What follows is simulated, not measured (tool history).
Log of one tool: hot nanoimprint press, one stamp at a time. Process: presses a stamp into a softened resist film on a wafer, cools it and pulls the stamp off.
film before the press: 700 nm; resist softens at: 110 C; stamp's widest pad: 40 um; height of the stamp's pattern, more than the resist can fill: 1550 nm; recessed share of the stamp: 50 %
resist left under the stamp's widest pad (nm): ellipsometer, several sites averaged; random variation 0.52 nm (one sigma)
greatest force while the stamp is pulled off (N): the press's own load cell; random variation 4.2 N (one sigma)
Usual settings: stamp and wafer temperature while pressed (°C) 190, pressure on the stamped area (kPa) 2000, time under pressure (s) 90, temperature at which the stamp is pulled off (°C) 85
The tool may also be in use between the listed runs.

| run | hour | stamp and wafer temperature while pressed (°C) | pressure on the stamped area (kPa) | time under pressure (s) | temperature at which the stamp is pulled off (°C) | resist left under the stamp's widest pad (nm) | greatest force while the stamp is pulled off (N) |
|---|---|---|---|---|---|---|---|
| 1 | 0.0 | 190 | 2000 | 90 | 85 | 327.9 | 270 |
| 2 | 10.6 | 190 | 2000 | 90 | 85 | 327.5 | 265 |
| 3 | 18.4 | 188 | 2000 | 90 | 85 | 356.3 | 267 |
| 4 | 24.2 | 190 | 2000 | 107 | 85 | 309.4 | 276 |
| 5 | 32.7 | 180 | 2000 | 90 | 85 | 481.8 | 269 |
|  | 39.9 | plate thermocouple calibrated |
| 6 | 46.0 | 180 | 2000 | 90 | 85 | 494.2 | 266 |
|  | 54.9 | stamp cleaned and given a new release coat |
| 7 | 58.6 | 190 | 2000 | 90 | 85 | 338.4 | 207 |
| 8 | 68.5 | 190 | 2000 | 90 | 85 | 337.6 | 207 |
| 9 | 73.7 | 190 | 2000 | 90 | 85 | 337.5 | 198 |
| 10 | 79.1 | 190 | 2000 | 90 | 85 | 338.5 | 197 |
| 11 | 86.5 | 190 | 2000 | 90 | 85 | 338.0 | 206 |
| 12 | 91.3 | 190 | 2000 | 90 | 85 | 337.3 | 209 |
| 13 | 96.3 | 190 | 2000 | 90 | 85 | 337.5 | 217 |
| 14 | 102.1 | 190 | 2000 | 90 | 85 | 336.4 | 206 |
| 15 | 110.6 | 190 | 2000 | 90 | 85 | 337.3 | 210 |
| 16 | 120.3 | 188 | 2000 | 90 | 85 | 365.8 | 209 |
| 17 | 129.6 | 188 | 2000 | 154 | 92 | 306.1 | 179 |
| 18 | 140.1 | 202 | 2460 | 71 | 85 | 200.5 | 217 |
| 19 | 148.8 | 202 | 2460 | 158 | 85 | 148.5 | 215 |
| 20 | 157.2 | 190 | 2680 | 97 | 75 | 280.3 | 266 |
| 21 | 164.8 | 190 | 2680 | 97 | 75 | 278.5 | 250 |
| 22 | 173.6 | 190 | 2680 | 97 | 75 | 280.9 | 263 |
| 23 | 179.3 | 190 | 2680 | 97 | 75 | 280.5 | 255 |
| 24 | 186.3 | 190 | 2970 | 114 | 75 | 249.3 | 269 |
| 25 | 191.9 | 190 | 2970 | 114 | 75 | 249.9 | 271 |
| 26 | 197.0 | 190 | 1730 | 167 | 85 | 294.2 | 222 |
| 27 | 204.9 | 190 | 1350 | 75 | 85 | 429.0 | 215 |
| 28 | 210.6 | 190 | 1350 | 75 | 85 | 427.7 | 219 |
| 29 | 216.4 | 198 | 2900 | 105 | 85 | 184.6 | 229 |

5 ways to go on from here, each from the tool as it stands after run 29. What would each give?
| A | 223.2 | 190 | 1430 | 90 | 85 | ? | ? |
| B | 223.2 | 198 | 2590 | 51 | 85 | ? | ? |
| C | 223.2 | 198 | 2900 | 105 | 90 | ? | ? |
| D | 223.2 | 197 | 2900 | 105 | 83 | ? | ? |
| E | 223.2 | 198 | 2340 | 105 | 85 | ? | ? |

| run | resist left under the stamp's widest pad (nm) | greatest force while the stamp is pulled off (N) |
|---|---|---|
| A | 396.5 | 220 |
| B | 257.1 | 220 |
| C | 184.4 | 201 |
| D | 192.1 | 232 |
| E | 208.9 | 226 |
Without the tool's hidden state the same runs would have given:
| run | resist left under the stamp's widest pad (nm) | greatest force while the stamp is pulled off (N) |
|---|---|---|
| A | 400.6 | 197 |
| B | 259.0 | 198 |
| C | 185.6 | 181 |
| D | 193.5 | 208 |
| E | 210.7 | 203 |
